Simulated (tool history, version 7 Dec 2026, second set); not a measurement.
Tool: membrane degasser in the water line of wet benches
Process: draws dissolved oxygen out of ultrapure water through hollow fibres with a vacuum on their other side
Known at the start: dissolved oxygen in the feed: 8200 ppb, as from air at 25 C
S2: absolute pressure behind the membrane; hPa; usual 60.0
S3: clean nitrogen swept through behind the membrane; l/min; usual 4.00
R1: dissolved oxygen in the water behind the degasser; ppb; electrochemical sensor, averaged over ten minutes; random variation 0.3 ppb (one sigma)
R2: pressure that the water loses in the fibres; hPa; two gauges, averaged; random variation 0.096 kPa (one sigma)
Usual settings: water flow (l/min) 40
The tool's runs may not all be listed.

Run 1, hour 0.0: usual settings. Result: R1 72.6 ppb, R2 252.6 hPa.
Run 2, hour 31.6: usual settings. Result: R1 72.7 ppb, R2 253.3 hPa.
Run 3, hour 72.0: usual settings. Result: R1 72.9 ppb, R2 253.0 hPa.
Run 4, hour 118.9: usual settings. Result: R1 73.6 ppb, R2 251.9 hPa.
Run 5, hour 177.8: usual settings. Result: R1 72.8 ppb, R2 253.7 hPa.
Run 6, hour 210.6: usual settings. Result: R1 72.9 ppb, R2 253.9 hPa.
At hour 248.9: seals of the vacuum lines changed.
Run 7, hour 250.3: usual settings but S2 105.3 hPa. Result: R1 174.1 ppb, R2 254.0 hPa.
Run 8, hour 284.1: usual settings but S2 105.3 hPa. Result: R1 174.8 ppb, R2 254.7 hPa.
Run 9, hour 336.0: usual settings but S2 105.3 hPa. Result: R1 175.0 ppb, R2 252.3 hPa.
Run 10, hour 389.8: usual settings but S2 105.3 hPa. Result: R1 177.0 ppb, R2 253.5 hPa.
Run 11, hour 431.5: usual settings but S2 105.3 hPa. Result: R1 175.7 ppb, R2 253.3 hPa.
Run 12, hour 466.6: usual settings but S3 3.73 l/min. Result: R1 76.3 ppb, R2 251.0 hPa.
Run 13, hour 521.4: usual settings but S3 3.73 l/min. Result: R1 76.4 ppb, R2 254.2 hPa.
At hour 525.7: vacuum gauge calibrated.
Run 14, hour 585.9: usual settings but S3 3.73 l/min. Result: R1 78.2 ppb, R2 253.7 hPa.
Run 15, hour 648.2: usual settings but S3 3.73 l/min. Result: R1 78.5 ppb, R2 253.0 hPa.
Run 16, hour 707.2: usual settings but S3 3.73 l/min. Result: R1 78.8 ppb, R2 253.9 hPa.
Run 17, hour 774.1: usual settings but S3 3.73 l/min. Result: R1 79.3 ppb, R2 255.1 hPa.
Run 18, hour 802.5: usual settings but S3 2.81 l/min. Result: R1 101.7 ppb, R2 254.8 hPa.
At hour 832.9: vacuum gauge calibrated, once more.
Run 19, hour 854.8: usual settings but S3 2.81 l/min. Result: R1 91.9 ppb, R2 253.7 hPa.
Run 20, hour 913.5: usual settings but water flow (l/min) 41, S2 59.0 hPa, S3 5.85 l/min. Result: R1 47.4 ppb, R2 259.2 hPa.
Run 21, hour 971.0: usual settings but water flow (l/min) 39. Result: R1 65.8 ppb, R2 248.8 hPa.
Run 22, hour 999.3: usual settings but water flow (l/min) 24, S2 130.0 hPa, S3 3.15 l/min. Result: R1 175.3 ppb, R2 152.1 hPa.
Run 23, hour 1059.6: usual settings but water flow (l/min) 32, S2 44.4 hPa, S3 3.95 l/min. Result: R1 24.1 ppb, R2 202.9 hPa.
Run 24, hour 1111.4: usual settings but water flow (l/min) 32, S2 44.4 hPa, S3 3.95 l/min. Result: R1 23.8 ppb, R2 202.0 hPa.
Run 25, hour 1151.3: usual settings but S2 52.0 hPa, S3 4.02 l/min. Result: R1 48.2 ppb, R2 254.0 hPa.
Run 26, hour 1191.1: usual settings but S2 52.0 hPa, S3 4.02 l/min. Result: R1 48.4 ppb, R2 254.7 hPa.
Run 27, hour 1242.0: usual settings but water flow (l/min) 47, S2 133.7 hPa, S3 6.28 l/min. Result: R1 185.1 ppb, R2 298.7 hPa.
Run 28, hour 1291.3: usual settings but water flow (l/min) 47, S2 133.7 hPa, S3 6.28 l/min. Result: R1 183.0 ppb, R2 300.0 hPa.
Run 29, hour 1326.5: usual settings but water flow (l/min) 28, S2 85.6 hPa. Result: R1 89.4 ppb, R2 178.6 hPa.
Run 30, hour 1389.5: usual settings but water flow (l/min) 30, S2 37.6 hPa, S3 1.67 l/min. Result: R1 22.4 ppb, R2 192.0 hPa.
Run 31, hour 1454.7: usual settings but water flow (l/min) 52, S2 72.0 hPa, S3 2.97 l/min. Result: R1 164.6 ppb, R2 330.1 hPa.

Forecast each of these 3 alternatives for the next run:
Run A, hour 1507.2: usual settings but water flow (l/min) 52, S2 131.6 hPa, S3 2.97 l/min. Result: R1 ?, R2 ?.
Run B, hour 1507.2: usual settings but S3 4.70 l/min. Result: R1 ?, R2 ?.
Run C, hour 1507.2: usual settings but water flow (l/min) 52, S2 97.3 hPa, S3 7.82 l/min. Result: R1 ?, R2 ?.

run     R1     R2
  A  388.8  330.2
  B   58.8  254.6
  C  112.4  332.0
Without the tool's hidden state the same runs would have given:
run     R1     R2
  A  388.0  327.0
  B   58.7  252.2
  C  111.7  328.8
